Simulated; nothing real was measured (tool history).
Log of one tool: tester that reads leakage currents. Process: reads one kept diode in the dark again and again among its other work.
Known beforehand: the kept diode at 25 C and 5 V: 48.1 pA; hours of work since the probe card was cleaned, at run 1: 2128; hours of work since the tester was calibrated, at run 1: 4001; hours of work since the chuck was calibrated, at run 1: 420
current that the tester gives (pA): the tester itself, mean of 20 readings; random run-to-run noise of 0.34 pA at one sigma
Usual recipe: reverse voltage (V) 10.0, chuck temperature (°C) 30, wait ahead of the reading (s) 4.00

run,hour,reverse voltage (V),chuck temperature (°C),wait ahead of the reading (s),hours of work since the probe card was cleaned,hours of work since the tester was calibrated,hours of work since the chuck was calibrated,current that the tester gives (pA)
1,0.0,10.0,30,4.00,2128,4001,420,111.13
2,150.2,10.0,30,4.00,2191,4064,483,110.01
3,281.6,10.0,22,4.00,2246,4119,538,53.87
4,392.4,10.0,30,3.36,2292,4166,584,108.53
5,560.5,10.0,30,3.36,2363,4236,655,108.16
# hour 720.6: chuck's temperature calibrated
6,720.6,10.0,30,1.86,2429,4303,0,105.75
7,934.4,10.0,38,1.86,2519,4392,90,210.32
8,1079.2,10.0,38,1.86,2579,4453,150,208.96
9,1194.0,10.0,38,1.86,2628,4501,198,206.66
10,1300.0,10.0,24,4.00,2672,4545,243,60.12
11,1454.8,10.0,30,4.00,2737,4610,308,100.81
12,1678.4,10.0,30,0.54,2831,4704,402,101.76
13,1819.4,10.0,34,4.00,2890,4763,461,140.01
# hour 1865.7: chuck's temperature calibrated, once more
14,2058.0,10.0,30,0.67,2989,4862,81,125.77
15,2223.9,10.0,30,4.00,3058,4932,150,122.30
16,2474.4,10.0,30,4.00,3163,5037,255,121.52
17,2600.3,10.0,30,4.00,3216,5090,308,119.78
18,2743.1,10.0,30,4.00,3276,5150,368,119.71
19,2994.0,10.0,30,4.00,3381,5255,473,118.63
20,3116.6,12.6,53,4.00,3433,5306,524,930.50
21,3277.8,10.0,58,0.36,3500,5374,592,1227.51
# hour 3314.5: tester calibrated
22,3539.1,1.2,58,1.22,3609,94,701,385.42
# hour 3554.8: probe card cleaned and baked
# hour 3608.5: chuck's temperature calibrated
23,3749.6,1.2,58,1.22,81,180,59,410.53
24,3891.7,1.2,58,1.22,140,240,119,407.11
25,4123.1,1.2,58,1.22,237,337,216,402.70
26,4289.0,1.2,58,1.22,307,406,285,400.35
27,4465.1,6.0,30,3.18,381,480,359,80.91
28,4651.3,1.4,30,1.06,459,558,437,37.37
29,4770.8,1.4,30,1.06,509,608,487,37.09
30,4891.0,10.0,24,4.00,559,659,538,58.45
31,5118.0,10.0,24,4.00,654,754,633,57.88
32,5255.2,10.0,24,4.00,712,811,690,57.33
# hour 5337.2: chuck's temperature calibrated
33,5515.3,10.0,24,4.00,820,920,75,64.39
34,5691.0,3.4,27,3.03,894,993,148,47.90
35,5836.2,10.0,37,4.00,955,1054,209,211.56
36,5979.0,2.8,54,4.00,1015,1114,269,457.98
37,6096.1,14.8,30,4.00,1064,1163,318,135.70
38,6351.1,5.0,32,4.00,1171,1270,425,89.73

Difference, measured minus no-hidden-state, one row per run. Run-to-run variation is common to both terms; the gauge's own scatter need not be:
Unlogged tool condition in this case: stray current of the dirty probe card, pA a volt; current scale over the true one, %; true chuck temperature over the reading, C; drift of the gauge itself on leakage_pa, %.
run,current that the tester gives (pA)
1,-1.01
2,-1.89
3,+1.98
4,-3.28
5,-4.11
6,-7.39
7,-23.79
8,-25.44
9,-26.79
10,-2.82
11,-11.14
12,-12.25
13,-22.05
14,+12.00
15,+10.77
16,+9.21
17,+8.33
18,+7.59
19,+5.98
20,-20.63
21,-42.17
22,-33.28
23,-6.94
24,-10.23
25,-15.30
26,-19.20
27,-5.06
28,-3.00
29,-3.30
30,-4.50
31,-5.23
32,-5.62
33,+1.81
34,-0.10
35,-3.26
36,-14.99
37,-1.71
38,-4.28

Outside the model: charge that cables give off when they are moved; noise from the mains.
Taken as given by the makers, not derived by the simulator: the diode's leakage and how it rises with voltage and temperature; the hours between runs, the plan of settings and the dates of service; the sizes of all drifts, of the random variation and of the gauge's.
